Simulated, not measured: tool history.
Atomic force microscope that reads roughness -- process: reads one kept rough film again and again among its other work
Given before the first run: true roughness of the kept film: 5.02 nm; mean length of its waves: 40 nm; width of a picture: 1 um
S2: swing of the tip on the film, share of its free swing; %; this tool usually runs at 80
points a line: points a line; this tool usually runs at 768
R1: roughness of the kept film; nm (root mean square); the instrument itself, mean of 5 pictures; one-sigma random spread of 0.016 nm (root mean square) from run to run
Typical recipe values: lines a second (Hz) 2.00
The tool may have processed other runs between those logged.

Run 1, hour 0.0: usual settings. Result: R1 3.741 nm (root mean square).
Run 2, hour 6.9: usual settings. Result: R1 3.709 nm (root mean square).
Run 3, hour 19.8: usual settings. Result: R1 3.644 nm (root mean square).
Run 4, hour 33.2: usual settings. Result: R1 3.591 nm (root mean square).
Run 5, hour 45.6: usual settings but lines a second (Hz) 3.09. Result: R1 3.227 nm (root mean square).
Run 6, hour 56.5: usual settings but lines a second (Hz) 3.66. Result: R1 3.035 nm (root mean square).
At hour 60.5: new tip fitted.
Run 7, hour 65.5: usual settings but lines a second (Hz) 1.12. Result: R1 4.150 nm (root mean square).
Run 8, hour 71.8: usual settings but lines a second (Hz) 1.12. Result: R1 4.055 nm (root mean square).
Run 9, hour 78.9: usual settings but lines a second (Hz) 1.12. Result: R1 4.036 nm (root mean square).
Run 10, hour 88.6: usual settings but lines a second (Hz) 1.12. Result: R1 3.997 nm (root mean square).
Run 11, hour 97.0: usual settings but lines a second (Hz) 0.59. Result: R1 4.180 nm (root mean square).
Run 12, hour 110.5: usual settings. Result: R1 3.584 nm (root mean square).
Run 13, hour 118.0: usual settings. Result: R1 3.550 nm (root mean square).
Run 14, hour 123.9: usual settings. Result: R1 3.563 nm (root mean square).
Run 15, hour 138.0: usual settings. Result: R1 3.478 nm (root mean square).
At hour 144.0: new tip fitted.
Run 16, hour 147.1: usual settings but lines a second (Hz) 1.80. Result: R1 3.877 nm (root mean square).
Run 17, hour 153.4: usual settings but lines a second (Hz) 1.80. Result: R1 3.864 nm (root mean square).
Run 18, hour 160.1: usual settings but lines a second (Hz) 1.80. Result: R1 3.818 nm (root mean square).
Run 19, hour 173.4: usual settings. Result: R1 3.676 nm (root mean square).
Run 20, hour 182.3: usual settings. Result: R1 3.645 nm (root mean square).
Run 21, hour 188.9: usual settings. Result: R1 3.586 nm (root mean square).
Run 22, hour 200.2: usual settings. Result: R1 3.566 nm (root mean square).
Run 23, hour 212.7: usual settings. Result: R1 3.503 nm (root mean square).
Run 24, hour 223.6: usual settings. Result: R1 3.455 nm (root mean square).
At hour 227.3: new tip fitted.
Run 25, hour 236.6: usual settings. Result: R1 3.811 nm (root mean square).
Run 26, hour 246.7: usual settings. Result: R1 3.716 nm (root mean square).
Run 27, hour 255.6: usual settings. Result: R1 3.688 nm (root mean square).
Run 28, hour 266.3: usual settings but S2 68 %, points a line 469. Result: R1 3.978 nm (root mean square).
Run 29, hour 278.9: usual settings but S2 56 %, points a line 457. Result: R1 4.161 nm (root mean square).
Run 30, hour 287.9: usual settings but lines a second (Hz) 1.54, S2 81 %, points a line 918. Result: R1 3.698 nm (root mean square).
Run 31, hour 294.0: usual settings but lines a second (Hz) 1.54, S2 81 %, points a line 918. Result: R1 3.652 nm (root mean square).
Run 32, hour 305.0: usual settings but lines a second (Hz) 1.00, S2 69 %, points a line 903. Result: R1 3.986 nm (root mean square).
At hour 310.7: new tip fitted.
Run 33, hour 313.5: usual settings but lines a second (Hz) 1.00, S2 69 %, points a line 286. Result: R1 4.353 nm (root mean square).
Run 34, hour 319.7: usual settings but lines a second (Hz) 1.18, S2 69 %, points a line 270. Result: R1 4.265 nm (root mean square).
Run 35, hour 329.8: usual settings but lines a second (Hz) 1.65, points a line 721. Result: R1 3.867 nm (root mean square).
Run 36, hour 336.3: usual settings but lines a second (Hz) 1.05, S2 86 %. Result: R1 3.928 nm (root mean square).
Run 37, hour 349.8: usual settings but lines a second (Hz) 1.61, S2 83 %, points a line 606. Result: R1 3.684 nm (root mean square).
Run 38, hour 358.8: usual settings but lines a second (Hz) 1.61, S2 83 %, points a line 606. Result: R1 3.653 nm (root mean square).
Run 39, hour 366.3: usual settings but lines a second (Hz) 1.61, S2 83 %, points a line 606. Result: R1 3.620 nm (root mean square).
Run 40, hour 374.5: usual settings but lines a second (Hz) 1.61, S2 83 %, points a line 606. Result: R1 3.541 nm (root mean square).
Run 41, hour 382.3: usual settings but lines a second (Hz) 0.57, S2 89 %. Result: R1 3.875 nm (root mean square).
Run 42, hour 389.7: usual settings but lines a second (Hz) 0.57, S2 89 %. Result: R1 3.846 nm (root mean square).
At hour 393.9: new tip fitted.
Run 43, hour 397.8: usual settings but lines a second (Hz) 1.45, points a line 266. Result: R1 3.962 nm (root mean square).
Run 44, hour 411.0: usual settings but lines a second (Hz) 0.94, S2 57 %, points a line 470. Result: R1 4.450 nm (root mean square).
Run 45, hour 424.5: usual settings but lines a second (Hz) 0.87, S2 58 %, points a line 310. Result: R1 4.333 nm (root mean square).
Run 46, hour 436.1: usual settings but lines a second (Hz) 0.87, S2 58 %, points a line 310. Result: R1 4.269 nm (root mean square).
Run 47, hour 449.9: usual settings but S2 58 %, points a line 381. Result: R1 4.067 nm (root mean square).
Run 48, hour 458.0: usual settings but lines a second (Hz) 2.97, S2 59 %. Result: R1 3.908 nm (root mean square).
Run 49, hour 468.3: usual settings but lines a second (Hz) 2.97, S2 59 %. Result: R1 3.853 nm (root mean square).
At hour 476.9: new tip fitted.
Run 50, hour 480.7: usual settings but points a line 675. Result: R1 3.788 nm (root mean square).
Run 51, hour 492.8: usual settings but points a line 675. Result: R1 3.715 nm (root mean square).
Run 52, hour 504.9: usual settings but S2 89 %, points a line 675. Result: R1 3.358 nm (root mean square).

Here are 4 independent what-if runs from the current tool condition. What would each one return?
Run A, hour 513.5: usual settings but lines a second (Hz) 3.61, S2 66 %, points a line 547. Result: R1 ?.
Run B, hour 513.5: usual settings but lines a second (Hz) 0.58, S2 72 %, points a line 366. Result: R1 ?.
Run C, hour 513.5: usual settings but lines a second (Hz) 2.39, S2 90 %, points a line 675. Result: R1 ?.
Run D, hour 513.5: usual settings but S2 89 %, points a line 394. Result: R1 ?.

run     R1
  A  3.716
  B  4.216
  C  3.103
  D  3.299
Without the tool's unlogged condition, the same runs would have read:
run     R1
  A  3.956
  B  4.488
  C  3.303
  D  3.512
